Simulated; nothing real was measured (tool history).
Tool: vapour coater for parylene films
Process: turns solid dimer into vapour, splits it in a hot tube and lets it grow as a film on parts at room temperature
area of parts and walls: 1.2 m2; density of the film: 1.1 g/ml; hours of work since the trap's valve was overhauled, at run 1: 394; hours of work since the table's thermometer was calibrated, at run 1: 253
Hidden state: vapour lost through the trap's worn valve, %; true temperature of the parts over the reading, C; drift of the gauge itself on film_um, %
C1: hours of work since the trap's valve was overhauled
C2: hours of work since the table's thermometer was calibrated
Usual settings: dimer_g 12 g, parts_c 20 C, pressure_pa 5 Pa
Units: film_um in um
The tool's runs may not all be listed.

Run 1, hour 0: usual settings; C1 394; C2 253. Result: film_um 6.61 um.
Run 2, hour 12.6: usual settings but pressure_pa 8.06 Pa; C1 402; C2 260. Result: film_um 5.85 um.
Run 3, hour 22.4: usual settings but pressure_pa 8.06 Pa; C1 407; C2 266. Result: film_um 5.95 um.
Run 4, hour 37.8: usual settings but pressure_pa 8.06 Pa; C1 416; C2 274. Result: film_um 5.97 um.
Run 5, hour 46.3: usual settings; C1 421; C2 279. Result: film_um 6.53 um.
Run 6, hour 61.7: usual settings; C1 430; C2 288. Result: film_um 6.62 um.
Run 7, hour 69.1: usual settings; C1 434; C2 292. Result: film_um 6.78 um.
Run 8, hour 78.1: usual settings; C1 439; C2 298. Result: film_um 6.67 um.
Run 9, hour 84.7: usual settings; C1 443; C2 301. Result: film_um 6.48 um.
Run 10, hour 95.7: usual settings but pressure_pa 3.81 Pa; C1 449; C2 308. Result: film_um 7.11 um.
Run 11, hour 103.4: usual settings but pressure_pa 3.81 Pa; C1 454; C2 312. Result: film_um 7.06 um.
Run 12, hour 117.6: usual settings but pressure_pa 3.81 Pa; C1 462; C2 320. Result: film_um 7.02 um.
Run 13, hour 126.9: usual settings but pressure_pa 3.81 Pa; C1 467; C2 326. Result: film_um 6.97 um.
Run 14, hour 134.3: usual settings but pressure_pa 3.81 Pa; C1 472; C2 330. Result: film_um 6.94 um.
Run 15, hour 143.3: usual settings but pressure_pa 9.02 Pa; C1 477; C2 335. Result: film_um 5.7 um.
Run 16, hour 150: usual settings but dimer_g 21 g, parts_c 15 C; C1 481; C2 339. Result: film_um 13.82 um.
Run 17, hour 158.6: usual settings but dimer_g 21 g, parts_c 15 C; C1 486; C2 344. Result: film_um 13.8 um.
Run 18, hour 169.4: usual settings but dimer_g 14 g, parts_c 18 C, pressure_pa 6.34 Pa; C1 492; C2 350. Result: film_um 7.86 um.
Run 19, hour 178.6: usual settings but dimer_g 5 g, parts_c 24 C, pressure_pa 5.49 Pa; C1 497; C2 355. Result: film_um 2.32 um.
Run 20, hour 190.8: usual settings but dimer_g 5 g, parts_c 24 C, pressure_pa 5.49 Pa; C1 504; C2 362. Result: film_um 2.36 um.
Run 21, hour 205: usual settings but parts_c 25 C; C1 512; C2 370. Result: film_um 5.66 um.

5 ways to go on from here, each from the tool as it stands after run 21. What would each give?
Run A, hour 217.7: usual settings but parts_c 15 C; C1 520; C2 378. Result: film_um ?.
Run B, hour 217.7: usual settings but dimer_g 15 g, parts_c 13 C; C1 520; C2 378. Result: film_um ?.
Run C, hour 217.7: usual settings but parts_c 25 C; C1 520; C2 378. Result: film_um ?.
Run D, hour 217.7: usual settings but dimer_g 5 g; C1 520; C2 378. Result: film_um ?.
Run E, hour 217.7: usual settings but dimer_g 8 g, pressure_pa 8.73 Pa; C1 520; C2 378. Result: film_um ?.

run  film_um
  A     7.89
  B    10.57
  C     5.53
  D     2.75
  E      3.9
Without the tool's hidden state the same runs would have given:
run  film_um
  A     7.92
  B    10.61
  C     5.55
  D     2.76
  E     3.92
